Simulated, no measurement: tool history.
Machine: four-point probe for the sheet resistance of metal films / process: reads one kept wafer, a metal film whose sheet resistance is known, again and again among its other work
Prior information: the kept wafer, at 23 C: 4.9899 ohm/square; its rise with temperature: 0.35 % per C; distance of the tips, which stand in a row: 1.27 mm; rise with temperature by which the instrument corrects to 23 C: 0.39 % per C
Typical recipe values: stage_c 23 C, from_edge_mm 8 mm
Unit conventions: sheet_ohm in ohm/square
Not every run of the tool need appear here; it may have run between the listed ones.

run     day  stage_c  from_edge_mm  sheet_ohm
  1       0       23             8    5.05743
  2   0.975       23             8   5.058659
  3   1.933       23             8   5.059462
  4   2.867       23             8   5.057681
  5   4.004       34             8   5.036557
  6   5.358       34             8   5.037801
  7   6.554       23             8    5.05994
  8   7.712       23             8    5.05482
  9   9.167       27             8   5.049287
 10   9.988       23             8   5.055367
 11  11.312       23             8   5.056716
 12  12.017       23             8   5.057064
 13  12.975       23            22   4.998442
 14  14.229       23            31    4.99414
 15  15.638       23            31   4.993786
 16  16.942       23            31    4.99198
     17.075  -- stage's thermometer calibrated
 17  18.125       23            31   4.995202
 18  19.371       23            31   4.991455
 19  20.588       23            15   5.010806
     21.354  -- stage's thermometer calibrated, once more
 20  21.975       23            15   5.004476
 21  23.262       23            15   5.003478
 22  24.121       19             8   5.059057
 23  25.529       19             8   5.058564
 24  26.712       19             8   5.058469
 25  27.883       26            21   4.988344
 26  29.238       26            21   4.986272
 27  30.146       27             8   5.042113
 28    31.2       33             8   5.029522
 29  32.692       33             8   5.028165
 30  33.408       30             6   5.084634
 31  34.562       24            32   4.983289
 32  35.404       24            32   4.983462
 33  36.321       24            19   4.991417
 34  37.075       24            19   4.993368
 35  38.171       24            15    4.99791
 36  39.467       24            15   4.996691
 37  40.742       20             8     5.0532
 38  41.629       20            69   4.986824
 39  42.558       24            40   4.981173
 40  43.754       19            11   5.022854
 41  45.121       19            21   4.996764
 42  45.817       19            21    4.99551
 43  47.167       19            21   4.996035
 44  48.242       23            51   4.979949
 45  48.858       35            40   4.958892
 46  49.542       31            11   4.999314

What if the next run were any one of these 3? Each begins from the tool's condition after run 46:
  A  50.842       18             8          ?
  B  50.842       21            14          ?
  C  50.842       21            16          ?

run  sheet_ohm
  A   5.055555
  B   5.004707
  C   4.999767
With the hidden condition removed and each run's random variation left untouched, the same runs would have given:
run  sheet_ohm
  A   5.067647
  B   5.016711
  C    5.01176

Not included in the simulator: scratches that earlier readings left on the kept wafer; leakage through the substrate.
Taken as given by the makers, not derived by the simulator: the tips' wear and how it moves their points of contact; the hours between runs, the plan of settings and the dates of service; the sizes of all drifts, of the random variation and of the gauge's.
